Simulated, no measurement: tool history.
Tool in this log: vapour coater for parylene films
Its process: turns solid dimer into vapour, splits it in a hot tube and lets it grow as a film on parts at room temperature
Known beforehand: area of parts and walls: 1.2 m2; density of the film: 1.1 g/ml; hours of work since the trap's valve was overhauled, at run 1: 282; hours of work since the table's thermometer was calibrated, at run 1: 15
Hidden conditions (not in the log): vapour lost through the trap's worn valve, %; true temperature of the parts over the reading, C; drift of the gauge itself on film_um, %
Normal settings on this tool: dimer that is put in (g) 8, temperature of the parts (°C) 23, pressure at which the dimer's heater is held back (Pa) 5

run,hour,dimer that is put in (g),temperature of the parts (°C),pressure at which the dimer's heater is held back (Pa),hours of work since the trap's valve was overhauled,hours of work since the table's thermometer was calibrated,thickness of the film (um)
1,0,8,23,5,282,15,2.96
2,28.1,6,23,5,302,35,2.16
3,70.5,10,23,5,333,65,3.57
4,107.1,8,23,5,359,92,2.91
5,147.3,8,22,5,388,121,2.91
6,173.3,8,22,5,406,139,2.92
7,194.8,8,22,5,422,155,2.9
8,238.1,8,23,6.5,453,186,2.7
9,275.6,8,34,6.5,480,213,2.24
# hour 288.1: trap's valve overhauled
10,314.2,8,23,5,19,237,3.03
11,333.4,8,23,5,32,251,3.07
12,367.3,8,23,5,57,276,3.02
13,399.2,8,23,5,80,298,2.99
14,418.3,8,23,5,93,312,3.01
15,450.7,8,23,5,117,335,2.98
16,473.3,8,23,5,133,352,3
17,508.6,8,23,5,158,377,2.97
# hour 511.5: table's thermometer calibrated
18,552.3,8,26,5,189,29,2.8
19,593.5,8,26,5,218,59,2.75
20,615.4,8,26,5,234,75,2.74
21,648.5,8,26,5,258,98,2.73
22,673.3,8,26,5,276,116,2.77
# hour 713: table's thermometer calibrated, once more
23,713,8,23,2.57,303,0,3.3
24,749.4,3,24,3.92,330,26,1.12
25,778.3,3,24,3.92,350,47,1.1
26,815.7,3,24,3.92,377,74,1.08
27,841.5,5,30,3.92,396,92,1.62
28,866.4,5,30,3.92,413,110,1.66
29,884.2,12,18,2.67,426,123,5.04
30,915.7,8,29,4.59,449,145,2.54
31,946.2,13,27,10.57,471,167,3.75
# hour 970.4: trap's valve overhauled
32,970.7,8,27,9.96,0,182,2.58
33,1010.9,5,15,3.87,29,211,2.32
34,1028.8,10,21,5,42,224,4.04
35,1068.4,9,18,6.47,70,252,3.6
36,1094.8,9,18,6.47,89,271,3.6
37,1133.2,11,30,2.66,117,299,4.05
38,1165.4,11,30,2.66,140,322,3.98
39,1187.8,11,30,2.66,156,338,3.96
40,1229.9,5,31,3.01,186,368,1.71
41,1271.4,12,35,5,216,398,3.6
42,1314.2,12,19,3.45,247,428,5.01
43,1349.9,12,19,3.45,272,454,4.96
44,1392.2,12,19,3.45,303,484,4.88
45,1422.4,8,34,3.97,324,506,2.48
46,1442.2,8,34,3.97,338,520,2.44

Describe how what the log doesn't record of the tool's condition differs between the last listed run preceding each entry between runs and the first listed run following it.
Run 9 -> run 10: trap's valve overhauled (hour 288.1)
  vapour lost through the trap's worn valve, %: 9.2 -> 0.6; true temperature of the parts over the reading, C: 0.26 -> 0.28
  measured value less the no-hidden-state value, thickness of the film (um): -0.23 -> -0.04
Run 17 -> run 18: table's thermometer calibrated (hour 511.5)
  vapour lost through the trap's worn valve, %: 3.3 -> 4; true temperature of the parts over the reading, C: 0.43 -> 0.57
  measured value less the no-hidden-state value, thickness of the film (um): -0.13 -> -0.15
Run 22 -> run 23: table's thermometer calibrated, once more (hour 713)
  vapour lost through the trap's worn valve, %: 5.6 -> 6.1; true temperature of the parts over the reading, C: 0.66 -> -0.14
  measured value less the no-hidden-state value, thickness of the film (um): -0.2 -> -0.2
Run 31 -> run 32: trap's valve overhauled (hour 970.4)
  vapour lost through the trap's worn valve, %: 9.4 -> 0.2; true temperature of the parts over the reading, C: 0.03 -> 0.05
  measured value less the no-hidden-state value, thickness of the film (um): -0.4 -> -0.01
